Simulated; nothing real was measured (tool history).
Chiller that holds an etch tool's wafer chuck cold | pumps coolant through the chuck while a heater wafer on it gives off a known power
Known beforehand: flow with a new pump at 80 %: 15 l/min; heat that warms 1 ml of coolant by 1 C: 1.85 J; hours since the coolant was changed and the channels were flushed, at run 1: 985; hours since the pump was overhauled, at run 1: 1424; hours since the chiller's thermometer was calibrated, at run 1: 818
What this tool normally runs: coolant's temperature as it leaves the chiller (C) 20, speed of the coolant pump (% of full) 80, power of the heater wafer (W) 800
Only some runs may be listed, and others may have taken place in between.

| run | hour | coolant's temperature as it leaves the chiller (C) | speed of the coolant pump (% of full) | power of the heater wafer (W) | hours since the coolant was changed and the channels were flushed | hours since the pump was overhauled | hours since the chiller's thermometer was calibrated | chuck's temperature once it has settled (K) | how much warmer the coolant comes back (C) |
|---|---|---|---|---|---|---|---|---|---|
| 1 | 0.0 | 20 | 80 | 800 | 985 | 1424 | 818 | 299.15 | 1.72 |
| 2 | 26.9 | 20 | 80 | 800 | 1012 | 1451 | 845 | 299.25 | 1.77 |
| 3 | 65.5 | 20 | 80 | 800 | 1050 | 1489 | 883 | 299.35 | 1.77 |
| 4 | 87.2 | 20 | 80 | 800 | 1072 | 1511 | 905 | 299.15 | 1.72 |
| 5 | 118.2 | 20 | 80 | 800 | 1103 | 1542 | 936 | 299.25 | 1.75 |
| 6 | 148.6 | 20 | 80 | 800 | 1133 | 1572 | 966 | 299.25 | 1.76 |
| 7 | 173.0 | 20 | 80 | 800 | 1158 | 1597 | 991 | 299.35 | 1.74 |
| 8 | 209.9 | 20 | 93 | 800 | 1195 | 1634 | 1028 | 298.45 | 1.51 |
| 9 | 236.3 | 20 | 80 | 800 | 1221 | 1660 | 1054 | 299.15 | 1.77 |
| 10 | 266.4 | 20 | 80 | 800 | 1251 | 1690 | 1084 | 299.25 | 1.77 |
| 11 | 309.1 | 20 | 80 | 800 | 1294 | 1733 | 1127 | 299.25 | 1.76 |
| 12 | 339.1 | 24 | 93 | 821 | 1324 | 1763 | 1157 | 302.75 | 1.53 |
| 13 | 380.3 | 24 | 93 | 821 | 1365 | 1804 | 1198 | 302.75 | 1.55 |
|  | 388.9 | coolant pump overhauled |
| 14 | 406.0 | 16 | 90 | 677 | 1386 | 17 | 1219 | 293.85 | 1.33 |
| 15 | 438.4 | 16 | 90 | 677 | 1418 | 49 | 1251 | 293.85 | 1.31 |
| 16 | 459.2 | 15 | 78 | 615 | 1439 | 70 | 1272 | 293.15 | 1.42 |
| 17 | 493.5 | 12 | 78 | 845 | 1473 | 105 | 1306 | 291.75 | 1.91 |
| 18 | 536.4 | 12 | 78 | 845 | 1516 | 147 | 1349 | 291.85 | 1.91 |
| 19 | 554.0 | 12 | 78 | 845 | 1534 | 165 | 1367 | 291.85 | 1.96 |
|  | 576.4 | coolant pump overhauled, once more |
| 20 | 583.1 | 12 | 78 | 845 | 1558 | 7 | 1391 | 291.75 | 1.85 |
| 21 | 612.4 | 20 | 80 | 884 | 1587 | 36 | 1420 | 299.95 | 1.94 |

What differs in the tool's unlogged condition from the final listed run ahead of each entry between runs to the first listed run following it?
Logged between run 13 and run 14: coolant pump overhauled (hour 388.9)
  heat passed by the chuck's channels, % of clean ones': 97.3 -> 97.2; flow at a given pump speed, % of a new pump's: 97.5 -> 97
  the result without the hidden state subtracted from the measured one, chuck's temperature once it has settled (K): +0.30 -> +0.30; how much warmer the coolant comes back (C): +0.03 -> +0.04
Logged between run 19 and run 20: coolant pump overhauled, once more (hour 576.4)
  flow at a given pump speed, % of a new pump's: 96.8 -> 99
  the result without the hidden state subtracted from the measured one, chuck's temperature once it has settled (K): +0.50 -> +0.30; how much warmer the coolant comes back (C): +0.07 -> +0.02
